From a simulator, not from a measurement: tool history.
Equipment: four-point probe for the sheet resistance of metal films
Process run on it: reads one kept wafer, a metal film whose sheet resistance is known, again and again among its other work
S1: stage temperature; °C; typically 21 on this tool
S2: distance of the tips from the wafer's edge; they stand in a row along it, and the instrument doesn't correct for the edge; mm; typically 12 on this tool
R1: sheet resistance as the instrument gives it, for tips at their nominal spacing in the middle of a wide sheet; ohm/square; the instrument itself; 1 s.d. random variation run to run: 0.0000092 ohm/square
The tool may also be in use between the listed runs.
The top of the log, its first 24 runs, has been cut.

run,hour,S1,S2,R1
25,1784.1,18,40,0.045851
26,1838.0,28,34,0.045263
27,1880.5,18,12,0.046064
28,1944.6,18,12,0.046051
29,2042.2,18,12,0.046028
30,2093.9,20,6,0.046685
31,2174.5,33,20,0.044949
32,2266.5,35,21,0.044813
33,2308.7,18,42,0.045681
34,2367.1,18,3,0.049646
35,2469.5,18,3,0.049588
36,2517.4,22,9,0.045853
37,2566.8,24,67,0.045260

Run 38 has not been measured yet. What should we expect?
38,2657.2,24,67,?

R1: 0.045208 ohm/square
Minus the tool's unlogged condition, the same run would have read R1 0.045440 ohm/square.
